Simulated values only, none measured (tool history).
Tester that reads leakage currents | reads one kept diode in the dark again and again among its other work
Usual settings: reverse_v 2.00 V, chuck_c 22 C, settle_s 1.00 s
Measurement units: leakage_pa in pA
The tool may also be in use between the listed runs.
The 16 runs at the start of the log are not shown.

run	hour	reverse_v	chuck_c	settle_s	hours of work since the probe card was cleaned	hours of work since the tester was calibrated	hours of work since the chuck was calibrated	leakage_pa
17	714.7	2.00	29	7.54	819	1206	174	17.85
18	754.1	2.00	29	7.54	838	1225	194	17.97
19	811.1	2.00	22	1.00	866	1253	221	11.16
20	849.2	2.00	22	1.00	884	1271	240	11.20
21	874.9	2.33	21	0.59	897	1284	253	11.56
22	915.6	10.04	35	2.36	917	1304	272	64.31
23	965.1	10.04	35	2.36	941	1328	297	65.25
24	1017.5	1.10	32	9.44	966	1354	322	17.03
25	1044.0	1.10	32	9.44	979	1367	335	17.11
26	1099.8	2.00	44	0.89	1006	1394	362	53.77
27	1154.2	2.00	44	0.89	1033	1420	389	53.91
28	1188.0	5.68	22	1.00	1049	1437	405	21.19
29	1222.7	4.05	28	0.50	1066	1454	422	26.90
30	1281.8	1.05	54	0.35	1095	1483	451	76.98
31	1328.6	1.05	54	0.35	1118	1505	474	77.20
32	1355.0	1.05	54	2.42	1131	1518	487	76.75
33	1381.1	1.11	28	2.49	1144	1531	500	13.59
# hour 1415.4: chuck's temperature calibrated
34	1442.5	8.20	43	6.38	1173	1560	13	94.64
35	1492.5	8.20	43	6.38	1197	1584	38	95.22

Run 36 has not been measured yet. What should we expect?
36	1540.8	2.64	35	1.40	1221	1608	61	?

{"run 36": {"leakage_pa": 31.54}}
Without the tool's hidden state the same run would have given leakage_pa 29.73 pA.
